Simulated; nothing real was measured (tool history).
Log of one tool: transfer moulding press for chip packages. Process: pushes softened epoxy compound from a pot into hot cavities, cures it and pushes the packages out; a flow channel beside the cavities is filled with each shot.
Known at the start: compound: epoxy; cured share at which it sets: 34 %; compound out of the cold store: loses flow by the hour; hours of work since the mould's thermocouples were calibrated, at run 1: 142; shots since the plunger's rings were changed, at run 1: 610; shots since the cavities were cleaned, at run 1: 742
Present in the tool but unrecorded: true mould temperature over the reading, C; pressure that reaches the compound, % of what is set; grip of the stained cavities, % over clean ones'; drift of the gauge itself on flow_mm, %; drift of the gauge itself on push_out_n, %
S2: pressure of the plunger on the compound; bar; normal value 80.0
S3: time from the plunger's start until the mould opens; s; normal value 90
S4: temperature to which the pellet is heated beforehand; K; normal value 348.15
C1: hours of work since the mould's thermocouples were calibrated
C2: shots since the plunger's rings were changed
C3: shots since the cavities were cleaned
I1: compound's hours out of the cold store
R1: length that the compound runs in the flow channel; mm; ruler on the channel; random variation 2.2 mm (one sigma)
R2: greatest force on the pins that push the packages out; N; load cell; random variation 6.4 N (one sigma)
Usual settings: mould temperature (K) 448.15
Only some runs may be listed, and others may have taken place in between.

Run 1, hour 0.0: usual settings; C1 142; C2 610; C3 742; I1 35.0. Result: R1 624 mm, R2 364 N.
At hour 6.3: cavities cleaned with cleaning compound and waxed.
Run 2, hour 9.5: usual settings; C1 147; C2 693; C3 34; I1 37.9. Result: R1 613 mm, R2 257 N.
Run 3, hour 17.2: usual settings; C1 151; C2 772; C3 113; I1 22.8. Result: R1 663 mm, R2 282 N.
Run 4, hour 26.8: usual settings but S2 81.3 bar; C1 157; C2 871; C3 212; I1 11.7. Result: R1 715 mm, R2 295 N.
Run 5, hour 33.4: usual settings but S2 81.3 bar; C1 161; C2 938; C3 279; I1 42.9. Result: R1 602 mm, R2 312 N.
Run 6, hour 41.9: usual settings but mould temperature (K) 454.15, S2 81.3 bar; C1 166; C2 1025; C3 366; I1 25.8. Result: R1 640 mm, R2 284 N.
Run 7, hour 47.9: usual settings but mould temperature (K) 454.15, S2 81.3 bar; C1 169; C2 1088; C3 429; I1 22.2. Result: R1 650 mm, R2 299 N.
Run 8, hour 57.9: usual settings but mould temperature (K) 454.15, S2 71.3 bar; C1 175; C2 1190; C3 531; I1 14.8. Result: R1 634 mm, R2 301 N.
Run 9, hour 69.3: usual settings but mould temperature (K) 454.15, S2 71.3 bar, S4 357.15 K; C1 181; C2 1307; C3 648; I1 18.7. Result: R1 619 mm, R2 322 N.
Run 10, hour 74.9: usual settings but S4 356.15 K; C1 184; C2 1365; C3 706; I1 45.6. Result: R1 586 mm, R2 340 N.
At hour 84.0: cavities cleaned with cleaning compound and waxed.
Run 11, hour 84.0: usual settings but S4 356.15 K; C1 189; C2 1443; C3 0; I1 22.5. Result: R1 662 mm, R2 252 N.
Run 12, hour 90.6: usual settings but S4 356.15 K; C1 193; C2 1511; C3 68; I1 30.1. Result: R1 637 mm, R2 271 N.
Run 13, hour 99.4: usual settings but S4 356.15 K; C1 198; C2 1601; C3 158; I1 8.6. Result: R1 714 mm, R2 290 N.
Run 14, hour 106.9: usual settings; C1 202; C2 1678; C3 235; I1 12.2. Result: R1 699 mm, R2 308 N.
Run 15, hour 114.7: usual settings but S2 92.9 bar; C1 206; C2 1759; C3 316; I1 20.1. Result: R1 722 mm, R2 312 N.
Run 16, hour 120.2: usual settings but S2 92.9 bar; C1 210; C2 1815; C3 372; I1 24.3. Result: R1 707 mm, R2 336 N.
Run 17, hour 127.2: usual settings but S2 92.9 bar; C1 214; C2 1887; C3 444; I1 14.4. Result: R1 746 mm, R2 344 N.
Run 18, hour 136.7: usual settings but S2 92.9 bar; C1 219; C2 1984; C3 541; I1 14.0. Result: R1 746 mm, R2 347 N.
Run 19, hour 144.0: usual settings but mould temperature (K) 444.15, S2 85.1 bar, S4 346.15 K; C1 223; C2 2059; C3 616; I1 47.3. Result: R1 610 mm, R2 395 N.
Run 20, hour 155.7: usual settings but mould temperature (K) 444.15, S2 85.1 bar, S4 346.15 K; C1 230; C2 2180; C3 737; I1 38.2. Result: R1 643 mm, R2 436 N.
At hour 162.4: cavities cleaned with cleaning compound and waxed.
Run 21, hour 168.0: usual settings but S2 73.2 bar, S3 109 s, S4 340.15 K; C1 236; C2 2291; C3 58; I1 30.2. Result: R1 605 mm, R2 231 N.
Run 22, hour 176.5: usual settings but mould temperature (K) 451.15, S2 68.6 bar, S3 118 s, S4 351.15 K; C1 241; C2 2378; C3 145; I1 16.1. Result: R1 623 mm, R2 239 N.
Run 23, hour 188.0: usual settings but mould temperature (K) 451.15, S2 68.6 bar, S3 118 s, S4 351.15 K; C1 248; C2 2497; C3 264; I1 22.2. Result: R1 599 mm, R2 259 N.
Run 24, hour 199.2: usual settings but mould temperature (K) 451.15, S2 68.6 bar, S3 74 s, S4 339.15 K; C1 254; C2 2612; C3 379; I1 16.4. Result: R1 621 mm, R2 376 N.
Run 25, hour 207.5: usual settings but mould temperature (K) 451.15, S2 68.6 bar, S3 74 s, S4 339.15 K; C1 259; C2 2697; C3 464; I1 43.6. Result: R1 535 mm, R2 365 N.
At hour 213.9: plunger's sealing rings changed.
Run 26, hour 221.3: usual settings but mould temperature (K) 442.15, S2 60.3 bar, S4 340.15 K; C1 265; C2 75; C3 580; I1 40.5. Result: R1 549 mm, R2 478 N.
Run 27, hour 231.4: usual settings but mould temperature (K) 442.15, S2 60.3 bar, S3 96 s, S4 340.15 K; C1 271; C2 179; C3 684; I1 9.0. Result: R1 647 mm, R2 475 N.
Run 28, hour 239.7: usual settings but S3 77 s, S4 347.15 K; C1 276; C2 264; C3 769; I1 30.8. Result: R1 641 mm, R2 462 N.
At hour 242.6: cavities cleaned with cleaning compound and waxed.
Run 29, hour 254.6: usual settings but mould temperature (K) 445.15, S2 92.6 bar, S3 77 s, S4 347.15 K; C1 283; C2 402; C3 123; I1 24.6. Result: R1 726 mm, R2 436 N.

A few steps of R1 between consecutive runs. Split each: what settings, incoming material and random variation would produce without the hidden state, and what is left over for the hidden state, along with gauge scatter present in only one of the two compared results (measured, and without hidden state):
Run 4 -> 5: no setting changed, nothing entered. R1 -113 mm: hidden state +1, all else -114.
Run 10 -> 11: cavities cleaned with cleaning compound and waxed. R1 +76 mm: hidden state -2, all else +78.
Run 18 -> 19: mould temperature (K) 448.15 -> 444.15, S2 92.9 -> 85.1, S4 348.15 -> 346.15. R1 -136 mm: hidden state +2, all else -138.
Run 25 -> 26: mould temperature (K) 451.15 -> 442.15, S2 68.6 -> 60.3, S3 74 -> 90, S4 339.15 -> 340.15, plunger's sealing rings changed. R1 +14 mm: hidden state +9, all else +5.
